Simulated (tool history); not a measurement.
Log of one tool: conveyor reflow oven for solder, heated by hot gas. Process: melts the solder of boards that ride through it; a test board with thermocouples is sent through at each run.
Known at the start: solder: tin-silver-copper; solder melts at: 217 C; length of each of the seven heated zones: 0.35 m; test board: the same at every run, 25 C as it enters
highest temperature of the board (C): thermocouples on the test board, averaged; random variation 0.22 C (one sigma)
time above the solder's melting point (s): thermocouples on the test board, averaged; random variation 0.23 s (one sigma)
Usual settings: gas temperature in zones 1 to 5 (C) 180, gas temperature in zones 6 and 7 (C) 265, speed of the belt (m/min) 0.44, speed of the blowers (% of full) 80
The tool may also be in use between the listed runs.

| run | hour | gas temperature in zones 1 to 5 (C) | gas temperature in zones 6 and 7 (C) | speed of the belt (m/min) | speed of the blowers (% of full) | highest temperature of the board (C) | time above the solder's melting point (s) |
|---|---|---|---|---|---|---|---|
| 1 | 0 | 180 | 265 | 0.44 | 80 | 253.8 | 77.1 |
| 2 | 75.5 | 180 | 267 | 0.44 | 80 | 255.3 | 78.5 |
| 3 | 159.3 | 180 | 267 | 0.44 | 80 | 255.1 | 78.1 |
| 4 | 199.5 | 180 | 265 | 0.44 | 80 | 252.9 | 76.5 |
| 5 | 276.5 | 180 | 265 | 0.44 | 80 | 252.6 | 75.9 |
| 6 | 323.3 | 180 | 265 | 0.44 | 80 | 252.5 | 76.4 |
| 7 | 379.5 | 180 | 265 | 0.44 | 80 | 252 | 75.6 |
| 8 | 441.6 | 180 | 265 | 0.44 | 55 | 248.4 | 71.1 |
| 9 | 493.7 | 180 | 265 | 0.44 | 55 | 248.4 | 71.3 |
|  | 503.4 | flux residue cleaned out of gas plates and filters |
| 10 | 578.5 | 180 | 265 | 0.44 | 55 | 246.5 | 68.6 |
| 11 | 628.9 | 180 | 265 | 0.44 | 80 | 249.3 | 72.7 |
| 12 | 665.5 | 180 | 265 | 0.44 | 80 | 248.9 | 72.7 |
| 13 | 718.3 | 180 | 265 | 0.44 | 80 | 249 | 72.4 |
|  | 734.5 | flux residue cleaned out of gas plates and filters, once more |
| 14 | 784.6 | 175 | 265 | 0.44 | 80 | 253.8 | 75.9 |
| 15 | 836.9 | 180 | 265 | 0.44 | 80 | 254 | 78.9 |
| 16 | 873.6 | 194 | 265 | 0.516 | 80 | 252.6 | 71.9 |
| 17 | 927.2 | 194 | 265 | 0.516 | 80 | 251.6 | 71.6 |
| 18 | 1003.8 | 194 | 265 | 0.516 | 80 | 251.7 | 71.2 |
|  | 1024.3 | thermocouples of zones 6 and 7 changed |
| 19 | 1050.6 | 180 | 280 | 0.44 | 80 | 268.4 | 88 |
| 20 | 1088.9 | 180 | 280 | 0.44 | 80 | 268.8 | 87.7 |
| 21 | 1168.8 | 180 | 265 | 0.44 | 55 | 251.3 | 75.2 |

Run 22 comes next. What will it give?
| 22 | 1218.8 | 180 | 265 | 0.44 | 55 | ? | ? |

Run 22 gave highest temperature of the board (C) 251, time above the solder's melting point (s) 74.9.
Without the tool's hidden state the same run would have given highest temperature of the board (C) 252.1, time above the solder's melting point (s) 74.5.
